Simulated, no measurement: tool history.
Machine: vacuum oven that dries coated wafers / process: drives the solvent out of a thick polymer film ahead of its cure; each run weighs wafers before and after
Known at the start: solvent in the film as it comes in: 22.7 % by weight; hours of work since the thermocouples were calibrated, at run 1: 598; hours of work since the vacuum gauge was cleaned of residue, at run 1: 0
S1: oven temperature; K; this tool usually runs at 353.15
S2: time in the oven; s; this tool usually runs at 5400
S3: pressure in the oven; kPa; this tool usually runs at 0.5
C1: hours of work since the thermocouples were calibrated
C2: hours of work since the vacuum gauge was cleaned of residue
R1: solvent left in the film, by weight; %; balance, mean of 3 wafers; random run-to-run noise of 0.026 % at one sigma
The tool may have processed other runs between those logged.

Run 1, hour 0: usual settings; C1 598; C2 0. Result: R1 0.89 %.
Run 2, hour 55.2: usual settings; C1 626; C2 28. Result: R1 0.86 %.
Run 3, hour 107.7: usual settings; C1 653; C2 55. Result: R1 0.9 %.
Run 4, hour 180.1: usual settings; C1 690; C2 92. Result: R1 0.88 %.
Run 5, hour 249.8: usual settings; C1 725; C2 127. Result: R1 0.9 %.
Run 6, hour 326.5: usual settings but S1 344.15 K; C1 764; C2 166. Result: R1 3.48 %.
Run 7, hour 372.2: usual settings; C1 788; C2 189. Result: R1 0.93 %.
Run 8, hour 447.6: usual settings; C1 826; C2 228. Result: R1 0.89 %.
Run 9, hour 504.8: usual settings; C1 855; C2 257. Result: R1 0.85 %.
Run 10, hour 541.7: usual settings but S2 7620 s; C1 874; C2 275. Result: R1 0.49 %.

Forecast run 11:
Run 11, hour 605.2: usual settings but S1 368.15 K, S2 4980 s, S3 0.298 kPa; C1 906; C2 308. Result: R1 ?.

R1: 0.15 %
Were there no unlogged condition in the tool, this run, its random variation unchanged, would have produced R1 0.14 %.
